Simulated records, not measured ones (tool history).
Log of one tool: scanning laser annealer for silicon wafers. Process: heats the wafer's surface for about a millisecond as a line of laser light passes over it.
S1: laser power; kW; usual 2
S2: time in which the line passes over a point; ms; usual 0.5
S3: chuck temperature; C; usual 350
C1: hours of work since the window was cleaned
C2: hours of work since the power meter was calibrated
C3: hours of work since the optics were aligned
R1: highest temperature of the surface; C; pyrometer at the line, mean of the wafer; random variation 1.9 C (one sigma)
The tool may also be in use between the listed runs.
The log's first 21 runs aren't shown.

run   hour     S1     S2   S3   C1   C2    C3    R1
 22  545.1  1.964  0.501  372  429  833  1100  1110
 23  570.1  1.964  0.501  372  446  851  1118  1110
 24  600.7  2.103  0.484  372  468  873  1140  1138
 25  616.3  1.969    0.5  350  480  884  1151  1086
 26  630.6    1.9  0.601  337  490  894  1161  1123
 27  645.9      2  0.399  350  501  905  1172  1009
 28    660  2.156  0.404  337  511  915  1182  1047
 29  678.9      2  0.362  350  524  929  1196   974
 30  702.2  1.984  0.537  366  541  945  1212  1133
 31  720.6  1.984  0.537  366  554  959  1226  1132
 32  734.6  1.758  0.389  366  564  969  1236   940
 33  754.8  1.758  0.389  366  579  983  1250   939

5 ways to go on from here, each from the tool as it stands after run 33. What would each give?
  A   769  1.784  0.426  350  589  993  1260   ?
  B   769  1.889  0.598  322  589  993  1260   ?
  C   769   2.16  0.389  376  589  993  1260   ?
  D   769  1.758  0.389  349  589  993  1260   ?
  E   769   2.06  0.389  326  589  993  1260   ?

run    R1
  A   959
  B  1094
  C  1067
  D   925
  E   989
Without the tool's hidden state the same runs would have given:
run    R1
  A   999
  B  1145
  C  1112
  D   962
  E  1032
